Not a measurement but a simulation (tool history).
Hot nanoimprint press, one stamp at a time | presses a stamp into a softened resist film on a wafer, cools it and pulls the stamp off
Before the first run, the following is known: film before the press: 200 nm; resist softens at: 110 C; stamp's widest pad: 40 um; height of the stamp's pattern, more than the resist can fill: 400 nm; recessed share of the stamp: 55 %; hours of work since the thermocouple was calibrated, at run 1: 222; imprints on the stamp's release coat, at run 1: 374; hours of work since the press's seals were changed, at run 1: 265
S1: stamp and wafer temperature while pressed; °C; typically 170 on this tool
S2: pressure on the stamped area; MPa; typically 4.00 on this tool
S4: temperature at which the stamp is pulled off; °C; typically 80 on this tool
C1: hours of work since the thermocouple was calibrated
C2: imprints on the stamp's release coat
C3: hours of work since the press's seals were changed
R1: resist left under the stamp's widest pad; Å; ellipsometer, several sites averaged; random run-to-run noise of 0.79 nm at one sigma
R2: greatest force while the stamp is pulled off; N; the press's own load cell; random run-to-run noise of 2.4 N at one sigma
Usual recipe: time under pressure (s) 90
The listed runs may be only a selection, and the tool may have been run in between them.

run 1 day=0.000 | S1=170 S2=4.00 time_under_pressure_(s)=90 S4=80 | C1=222 C2=374 C3=265 | R1=1082 R2=129
run 2 day=1.392 | S1=170 S2=4.00 time_under_pressure_(s)=90 S4=80 | C1=236 C2=460 C3=279 | R1=1071 R2=132
-- day=2.662 stamp cleaned and given a new release coat
run 3 day=2.796 | S1=170 S2=4.00 time_under_pressure_(s)=90 S4=80 | C1=247 C2=8 C3=290 | R1=1086 R2=116
run 4 day=4.125 | S1=170 S2=4.00 time_under_pressure_(s)=90 S4=80 | C1=260 C2=90 C3=303 | R1=1106 R2=122
run 5 day=5.271 | S1=170 S2=4.00 time_under_pressure_(s)=90 S4=80 | C1=272 C2=160 C3=314 | R1=1091 R2=124
run 6 day=6.146 | S1=170 S2=4.00 time_under_pressure_(s)=90 S4=80 | C1=280 C2=214 C3=323 | R1=1100 R2=123
-- day=6.438 plate thermocouple calibrated
run 7 day=7.346 | S1=170 S2=4.00 time_under_pressure_(s)=90 S4=80 | C1=9 C2=280 C3=334 | R1=1021 R2=122
run 8 day=8.075 | S1=170 S2=4.00 time_under_pressure_(s)=90 S4=80 | C1=16 C2=324 C3=341 | R1=1029 R2=121
run 9 day=9.342 | S1=170 S2=4.00 time_under_pressure_(s)=169 S4=80 | C1=29 C2=402 C3=353 | R1=802 R2=134
run 10 day=10.183 | S1=170 S2=4.00 time_under_pressure_(s)=169 S4=80 | C1=37 C2=454 C3=361 | R1=813 R2=128
-- day=11.529 stamp cleaned and given a new release coat
run 11 day=11.679 | S1=170 S2=4.00 time_under_pressure_(s)=169 S4=80 | C1=49 C2=9 C3=374 | R1=820 R2=111
run 12 day=12.325 | S1=170 S2=4.00 time_under_pressure_(s)=90 S4=80 | C1=56 C2=49 C3=380 | R1=1034 R2=121
run 13 day=12.979 | S1=170 S2=4.00 time_under_pressure_(s)=90 S4=80 | C1=62 C2=89 C3=387 | R1=1027 R2=115
run 14 day=13.767 | S1=170 S2=4.00 time_under_pressure_(s)=90 S4=80 | C1=70 C2=138 C3=394 | R1=1035 R2=123
run 15 day=14.758 | S1=170 S2=4.00 time_under_pressure_(s)=90 S4=80 | C1=79 C2=198 C3=404 | R1=1045 R2=122
run 16 day=15.392 | S1=167 S2=2.46 time_under_pressure_(s)=163 S4=86 | C1=86 C2=237 C3=410 | R1=1148 R2=107
run 17 day=16.379 | S1=174 S2=2.93 time_under_pressure_(s)=76 S4=68 | C1=95 C2=298 C3=420 | R1=1062 R2=162
run 18 day=17.658 | S1=165 S2=3.84 time_under_pressure_(s)=90 S4=80 | C1=108 C2=376 C3=433 | R1=1295 R2=128
run 19 day=18.975 | S1=165 S2=3.84 time_under_pressure_(s)=90 S4=80 | C1=121 C2=457 C3=446 | R1=1308 R2=130
-- day=20.275 stamp cleaned and given a new release coat
run 20 day=20.275 | S1=170 S2=3.84 time_under_pressure_(s)=90 S4=80 | C1=131 C2=0 C3=456 | R1=1071 R2=109
run 21 day=21.504 | S1=170 S2=3.84 time_under_pressure_(s)=60 S4=74 | C1=143 C2=76 C3=468 | R1=1233 R2=130
run 22 day=22.158 | S1=170 S2=5.19 time_under_pressure_(s)=90 S4=83 | C1=150 C2=116 C3=475 | R1=950 R2=109
run 23 day=23.138 | S1=170 S2=5.19 time_under_pressure_(s)=90 S4=83 | C1=160 C2=176 C3=484 | R1=946 R2=108
run 24 day=24.038 | S1=162 S2=5.19 time_under_pressure_(s)=76 S4=83 | C1=168 C2=231 C3=493 | R1=1388 R2=121
run 25 day=25.408 | S1=181 S2=2.67 time_under_pressure_(s)=90 S4=78 | C1=182 C2=315 C3=507 | R1=815 R2=127

For run 26, what comes out?
run 26 day=26.025 | S1=162 S2=4.00 time_under_pressure_(s)=90 S4=80 | C1=188 C2=353 C3=513 | R1=? R2=?

R1: 1439 Å
R2: 129 N
With no hidden state in the tool, this same run would have given R1 1380 Å, R2 112 N.

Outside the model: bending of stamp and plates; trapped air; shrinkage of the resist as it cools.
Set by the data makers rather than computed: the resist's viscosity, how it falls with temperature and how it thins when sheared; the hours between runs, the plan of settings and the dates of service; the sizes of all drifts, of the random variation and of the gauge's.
